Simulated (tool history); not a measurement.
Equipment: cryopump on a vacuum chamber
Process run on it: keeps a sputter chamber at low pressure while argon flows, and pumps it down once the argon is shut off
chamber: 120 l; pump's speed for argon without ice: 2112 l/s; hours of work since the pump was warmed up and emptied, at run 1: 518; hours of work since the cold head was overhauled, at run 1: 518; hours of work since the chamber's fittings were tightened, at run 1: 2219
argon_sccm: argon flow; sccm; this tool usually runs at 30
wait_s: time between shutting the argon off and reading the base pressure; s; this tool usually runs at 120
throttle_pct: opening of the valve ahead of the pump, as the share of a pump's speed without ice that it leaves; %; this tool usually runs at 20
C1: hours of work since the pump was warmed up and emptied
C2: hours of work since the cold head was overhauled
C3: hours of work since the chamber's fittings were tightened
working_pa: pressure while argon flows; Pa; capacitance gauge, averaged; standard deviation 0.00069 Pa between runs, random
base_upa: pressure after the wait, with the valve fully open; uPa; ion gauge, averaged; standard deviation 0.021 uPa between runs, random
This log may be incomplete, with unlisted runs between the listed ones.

{"run": 1, "hour": 0.0, "argon_sccm": 30, "wait_s": 120, "throttle_pct": 20, "C1": 518, "C2": 518, "C3": 2219, "working_pa": 0.1243, "base_upa": 1.3}
{"run": 2, "hour": 36.6, "argon_sccm": 30, "wait_s": 120, "throttle_pct": 20, "C1": 536, "C2": 536, "C3": 2237, "working_pa": 0.1245, "base_upa": 1.31}
{"run": 3, "hour": 60.4, "argon_sccm": 30, "wait_s": 120, "throttle_pct": 24, "C1": 548, "C2": 548, "C3": 2249, "working_pa": 0.1043, "base_upa": 1.3}
{"run": 4, "hour": 84.3, "argon_sccm": 20, "wait_s": 120, "throttle_pct": 24, "C1": 560, "C2": 560, "C3": 2261, "working_pa": 0.0698, "base_upa": 1.36}
{"run": 5, "hour": 137.2, "argon_sccm": 17, "wait_s": 120, "throttle_pct": 20, "C1": 586, "C2": 586, "C3": 2287, "working_pa": 0.0714, "base_upa": 1.35}
{"run": 6, "hour": 174.2, "argon_sccm": 17, "wait_s": 120, "throttle_pct": 20, "C1": 604, "C2": 604, "C3": 2305, "working_pa": 0.0706, "base_upa": 1.35}
{"run": 7, "hour": 209.7, "argon_sccm": 30, "wait_s": 21, "throttle_pct": 20, "C1": 622, "C2": 622, "C3": 2323, "working_pa": 0.1248, "base_upa": 2.7}
{"run": 8, "hour": 253.2, "argon_sccm": 30, "wait_s": 21, "throttle_pct": 15, "C1": 644, "C2": 644, "C3": 2345, "working_pa": 0.166, "base_upa": 2.68}
{"run": 9, "hour": 279.7, "argon_sccm": 19, "wait_s": 261, "throttle_pct": 22, "C1": 657, "C2": 657, "C3": 2358, "working_pa": 0.073, "base_upa": 1.24}
{"run": 10, "hour": 307.0, "argon_sccm": 23, "wait_s": 75, "throttle_pct": 25, "C1": 671, "C2": 671, "C3": 2371, "working_pa": 0.0778, "base_upa": 1.59}
{"run": 11, "hour": 359.6, "argon_sccm": 18, "wait_s": 120, "throttle_pct": 50, "C1": 697, "C2": 697, "C3": 2398, "working_pa": 0.0328, "base_upa": 1.5}

4 options for the next run, each taken on its own from the tool as it stands now. Forecast them:
{"run": "A", "hour": 414.6, "argon_sccm": 18, "wait_s": 109, "throttle_pct": 26, "C1": 724, "C2": 724, "C3": 2425, "working_pa": "?", "base_upa": "?"}
{"run": "B", "hour": 414.6, "argon_sccm": 18, "wait_s": 276, "throttle_pct": 50, "C1": 724, "C2": 724, "C3": 2425, "working_pa": "?", "base_upa": "?"}
{"run": "C", "hour": 414.6, "argon_sccm": 26, "wait_s": 261, "throttle_pct": 19, "C1": 724, "C2": 724, "C3": 2425, "working_pa": "?", "base_upa": "?"}
{"run": "D", "hour": 414.6, "argon_sccm": 29, "wait_s": 120, "throttle_pct": 37, "C1": 724, "C2": 724, "C3": 2425, "working_pa": "?", "base_upa": "?"}

run=A working_pa=0.0586 base_upa=1.47
run=B working_pa=0.0326 base_upa=1.31
run=C working_pa=0.1151 base_upa=1.32
run=D working_pa=0.0684 base_upa=1.41
With no hidden state in the tool, these same runs would have given:
run=A working_pa=0.0550 base_upa=0.44
run=B working_pa=0.0290 base_upa=0.25
run=C working_pa=0.1099 base_upa=0.26
run=D working_pa=0.0626 base_upa=0.38
